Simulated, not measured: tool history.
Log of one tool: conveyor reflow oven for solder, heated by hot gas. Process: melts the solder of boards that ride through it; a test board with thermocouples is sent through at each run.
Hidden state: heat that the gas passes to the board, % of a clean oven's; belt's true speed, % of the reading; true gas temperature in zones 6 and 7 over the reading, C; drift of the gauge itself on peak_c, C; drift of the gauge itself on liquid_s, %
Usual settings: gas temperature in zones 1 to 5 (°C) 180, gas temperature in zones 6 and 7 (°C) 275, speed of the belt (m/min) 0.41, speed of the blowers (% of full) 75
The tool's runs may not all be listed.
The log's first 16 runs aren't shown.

run	hour	gas temperature in zones 1 to 5 (°C)	gas temperature in zones 6 and 7 (°C)	speed of the belt (m/min)	speed of the blowers (% of full)	hours of work since the flux was cleaned out	hours of work since the belt drive was overhauled	hours of work since the thermocouples were changed	highest temperature of the board (°C)	time above the solder's melting point (s)
17	235.7	181	275	0.41	75	17	16	462	266.5	79.1
18	244.6	181	275	0.41	75	23	22	468	266.4	79.2
19	261.1	181	275	0.41	75	33	32	479	266.5	79.2
20	270.1	185	270	0.345	75	39	38	484	265.6	96.1
21	286.9	180	263	0.41	65	50	49	495	253.8	70.9
22	297.9	180	284	0.485	65	57	56	502	267.3	66.1
23	306.6	180	284	0.485	65	63	62	508	267.3	66
24	315.4	180	284	0.485	71	69	68	514	268.7	66.9
25	325.9	180	275	0.401	67	76	75	521	265.4	79.8
26	341.4	180	275	0.401	67	86	85	531	265.7	79.7
27	355.1	180	275	0.401	67	94	93	540	265.3	79.9
28	371.3	193	273	0.335	65	105	104	550	268.4	104.3
29	378.8	193	273	0.335	65	110	109	555	268.3	104.1
# hour 390.3: thermocouples of zones 6 and 7 changed
30	390.8	193	273	0.335	65	116	115	0	267.1	103.8

Forecast each of these 4 alternatives for the next run:
A	406.5	193	286	0.465	65	127	125	10	?	?
B	406.5	181	282	0.41	87	127	125	10	?	?
C	406.5	184	273	0.335	75	127	125	10	?	?
D	406.5	188	275	0.41	84	127	125	10	?	?

run	highest temperature of the board (°C)	time above the solder's melting point (s)
A	271.2	75.9
B	273.2	82.6
C	267.4	99.6
D	266.9	82
Without the tool's hidden state the same runs would have given:
run	highest temperature of the board (°C)	time above the solder's melting point (s)
A	271.6	75.8
B	273.5	82.5
C	267.4	99.4
D	267.1	81.9

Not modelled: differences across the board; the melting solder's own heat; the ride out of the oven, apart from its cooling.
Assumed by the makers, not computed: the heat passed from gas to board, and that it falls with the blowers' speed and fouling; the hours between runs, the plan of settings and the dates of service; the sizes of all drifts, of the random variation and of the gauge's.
